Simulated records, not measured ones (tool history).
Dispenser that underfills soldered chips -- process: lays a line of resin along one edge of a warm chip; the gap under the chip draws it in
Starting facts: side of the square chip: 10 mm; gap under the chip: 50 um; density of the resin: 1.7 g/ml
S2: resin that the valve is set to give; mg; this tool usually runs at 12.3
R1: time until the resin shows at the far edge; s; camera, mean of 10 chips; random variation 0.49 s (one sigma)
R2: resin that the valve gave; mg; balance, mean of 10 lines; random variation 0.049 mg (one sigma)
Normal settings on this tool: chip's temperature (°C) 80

{"run": 1, "day": 0.0, "chip's temperature (°C)": 80, "S2": 12.3, "R1": 43.1, "R2": 12.01}
{"run": 2, "day": 0.146, "chip's temperature (°C)": 80, "S2": 12.6, "R1": 46.2, "R2": 12.31}
{"run": 3, "day": 0.238, "chip's temperature (°C)": 80, "S2": 12.3, "R1": 48, "R2": 12}
{"day": 0.425, "done": "new syringe of resin"}
{"run": 4, "day": 0.442, "chip's temperature (°C)": 80, "S2": 12.3, "R1": 39.3, "R2": 12.03}
{"run": 5, "day": 0.583, "chip's temperature (°C)": 80, "S2": 12.3, "R1": 42.6, "R2": 11.96}
{"run": 6, "day": 0.75, "chip's temperature (°C)": 94, "S2": 12.3, "R1": 32.2, "R2": 12.05}
{"run": 7, "day": 0.938, "chip's temperature (°C)": 94, "S2": 12.3, "R1": 35.2, "R2": 12.01}
{"day": 1.075, "done": "new syringe of resin"}
{"run": 8, "day": 1.104, "chip's temperature (°C)": 80, "S2": 12.3, "R1": 39.1, "R2": 11.95}
{"day": 1.342, "done": "dispensing valve cleaned and set on the balance"}
{"run": 9, "day": 1.342, "chip's temperature (°C)": 80, "S2": 12.3, "R1": 43, "R2": 12.18}
{"run": 10, "day": 1.475, "chip's temperature (°C)": 80, "S2": 12.3, "R1": 46.1, "R2": 12.18}
{"run": 11, "day": 1.679, "chip's temperature (°C)": 80, "S2": 12.3, "R1": 52.2, "R2": 12.24}
{"day": 1.754, "done": "new syringe of resin"}
{"run": 12, "day": 1.808, "chip's temperature (°C)": 80, "S2": 12.3, "R1": 39.3, "R2": 12.18}
{"run": 13, "day": 2.008, "chip's temperature (°C)": 80, "S2": 12.3, "R1": 45.2, "R2": 12.15}
{"run": 14, "day": 2.117, "chip's temperature (°C)": 80, "S2": 12.3, "R1": 47.2, "R2": 12.22}
{"run": 15, "day": 2.271, "chip's temperature (°C)": 74, "S2": 12.3, "R1": 61.1, "R2": 12.16}
{"day": 2.392, "done": "new syringe of resin"}
{"run": 16, "day": 2.454, "chip's temperature (°C)": 74, "S2": 12.3, "R1": 47.4, "R2": 12.16}
{"run": 17, "day": 2.546, "chip's temperature (°C)": 74, "S2": 12.3, "R1": 50, "R2": 12.08}
{"run": 18, "day": 2.721, "chip's temperature (°C)": 80, "S2": 12, "R1": 47, "R2": 11.81}
{"run": 19, "day": 2.838, "chip's temperature (°C)": 80, "S2": 12, "R1": 49.3, "R2": 11.73}
{"day": 3.038, "done": "new syringe of resin"}
{"run": 20, "day": 3.054, "chip's temperature (°C)": 65, "S2": 12.1, "R1": 61.6, "R2": 11.84}
{"run": 21, "day": 3.242, "chip's temperature (°C)": 72, "S2": 11.6, "R1": 56.8, "R2": 11.37}

The next listed run, before its measurement:
{"run": 22, "day": 3.371, "chip's temperature (°C)": 84, "S2": 10.8, "R1": "?", "R2": "?"}

Logged for run 22: R1 43.6 s, R2 10.5 mg.
Were there no unlogged condition in the tool, this run, its random variation unchanged, would have produced R1 35.3 s, R2 10.74 mg.
